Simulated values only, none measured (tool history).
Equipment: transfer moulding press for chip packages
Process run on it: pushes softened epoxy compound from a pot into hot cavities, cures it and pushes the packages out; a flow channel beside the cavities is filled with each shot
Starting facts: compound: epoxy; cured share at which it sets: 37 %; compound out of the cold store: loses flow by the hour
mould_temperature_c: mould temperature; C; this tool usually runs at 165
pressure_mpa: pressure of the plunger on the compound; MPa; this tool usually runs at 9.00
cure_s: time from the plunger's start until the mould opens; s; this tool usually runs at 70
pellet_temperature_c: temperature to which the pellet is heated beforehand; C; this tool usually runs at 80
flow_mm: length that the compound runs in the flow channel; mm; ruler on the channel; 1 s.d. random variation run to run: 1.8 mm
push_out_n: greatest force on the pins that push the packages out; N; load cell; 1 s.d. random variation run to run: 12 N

| run | hour | mould_temperature_c | pressure_mpa | cure_s | pellet_temperature_c | incoming compound's hours out of the cold store | flow_mm | push_out_n |
|---|---|---|---|---|---|---|---|---|
| 1 | 0.0 | 165 | 9.00 | 70 | 80 | 24.0 | 890 | 746 |
| 2 | 10.7 | 165 | 9.00 | 70 | 74 | 17.8 | 912 | 860 |
| 3 | 20.8 | 167 | 9.00 | 70 | 80 | 10.0 | 920 | 821 |
| 4 | 29.3 | 164 | 9.00 | 70 | 80 | 8.3 | 939 | 1056 |
| 5 | 35.2 | 164 | 9.00 | 70 | 80 | 23.0 | 900 | 1100 |
| 6 | 41.2 | 164 | 9.00 | 70 | 80 | 12.9 | 926 | 1118 |
|  | 46.1 | cavities cleaned with cleaning compound and waxed |
| 7 | 51.8 | 164 | 9.00 | 70 | 80 | 37.6 | 862 | 676 |
| 8 | 60.6 | 165 | 9.00 | 76 | 80 | 30.6 | 872 | 652 |
| 9 | 68.5 | 170 | 7.94 | 70 | 90 | 44.4 | 762 | 641 |
| 10 | 77.8 | 167 | 9.00 | 68 | 80 | 42.6 | 832 | 814 |
| 11 | 86.8 | 158 | 7.89 | 103 | 83 | 16.0 | 889 | 784 |
| 12 | 91.7 | 158 | 7.89 | 67 | 83 | 14.5 | 891 | 1915 |
| 13 | 100.7 | 158 | 7.89 | 67 | 83 | 28.1 | 852 | 1840 |
| 14 | 108.1 | 162 | 8.62 | 53 | 81 | 26.3 | 877 | 2594 |
|  | 110.2 | cavities cleaned with cleaning compound and waxed |
| 15 | 116.5 | 162 | 8.62 | 53 | 81 | 37.8 | 847 | 1582 |
| 16 | 126.7 | 171 | 10.38 | 70 | 73 | 31.1 | 905 | 627 |

Branching from run 16: 3 alternative next runs. What would each branch give?
| A | 138.0 | 165 | 9.00 | 70 | 85 | 28.6 | ? | ? |
| B | 138.0 | 171 | 7.08 | 70 | 73 | 12.0 | ? | ? |
| C | 138.0 | 169 | 10.38 | 67 | 74 | 47.4 | ? | ? |

| run | flow_mm | push_out_n |
|---|---|---|
| A | 872 | 837 |
| B | 788 | 673 |
| C | 869 | 735 |
The same runs, with their run-to-run variation unchanged, on a tool lacking any hidden condition would have given:
| run | flow_mm | push_out_n |
|---|---|---|
| A | 892 | 582 |
| B | 806 | 462 |
| C | 889 | 510 |
